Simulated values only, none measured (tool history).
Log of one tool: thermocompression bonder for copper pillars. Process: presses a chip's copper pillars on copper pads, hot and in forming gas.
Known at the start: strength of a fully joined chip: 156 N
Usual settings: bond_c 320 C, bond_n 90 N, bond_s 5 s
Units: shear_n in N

{"run": 1, "hour": 0.0, "bond_c": 320, "bond_n": 90, "bond_s": 5, "shear_n": 110.6}
{"run": 2, "hour": 37.0, "bond_c": 320, "bond_n": 90, "bond_s": 5, "shear_n": 110}
{"run": 3, "hour": 80.9, "bond_c": 320, "bond_n": 106, "bond_s": 5, "shear_n": 115.7}
{"hour": 91.1, "done": "forming gas filter changed"}
{"run": 4, "hour": 127.2, "bond_c": 320, "bond_n": 106, "bond_s": 5, "shear_n": 120.7}
{"run": 5, "hour": 176.8, "bond_c": 320, "bond_n": 106, "bond_s": 5, "shear_n": 118.9}
{"hour": 181.6, "done": "heater calibrated with a thermocouple chip"}
{"run": 6, "hour": 226.9, "bond_c": 320, "bond_n": 111, "bond_s": 5, "shear_n": 119.1}
{"run": 7, "hour": 248.6, "bond_c": 320, "bond_n": 96, "bond_s": 5, "shear_n": 111.3}
{"run": 8, "hour": 285.8, "bond_c": 300, "bond_n": 96, "bond_s": 4, "shear_n": 91.6}
{"hour": 291.6, "done": "forming gas filter changed"}
{"run": 9, "hour": 334.2, "bond_c": 342, "bond_n": 96, "bond_s": 4, "shear_n": 121.9}
{"hour": 349.3, "done": "heater calibrated with a thermocouple chip, once more"}
{"run": 10, "hour": 362.5, "bond_c": 342, "bond_n": 96, "bond_s": 4, "shear_n": 122.5}

Hidden state or all else? Some run-to-run changes of shear_n, split into what the settings, what came in and random variation would give without the hidden state, and what is left for the hidden state (with any gauge scatter that isn't in both results):
The hidden state here: true temperature of the bond over the reading, C; force that reaches the chip, % of what is set; oxide that the forming gas leaves, % of the face; drift of the gauge itself on shear_n, %.
Run 3 -> 4: forming gas filter changed. shear_n +5 N: hidden state +4.8, all else +0.2.
Run 8 -> 9: bond_c 300 -> 342, forming gas filter changed. shear_n +30.3 N: hidden state +3.4, all else +26.9.
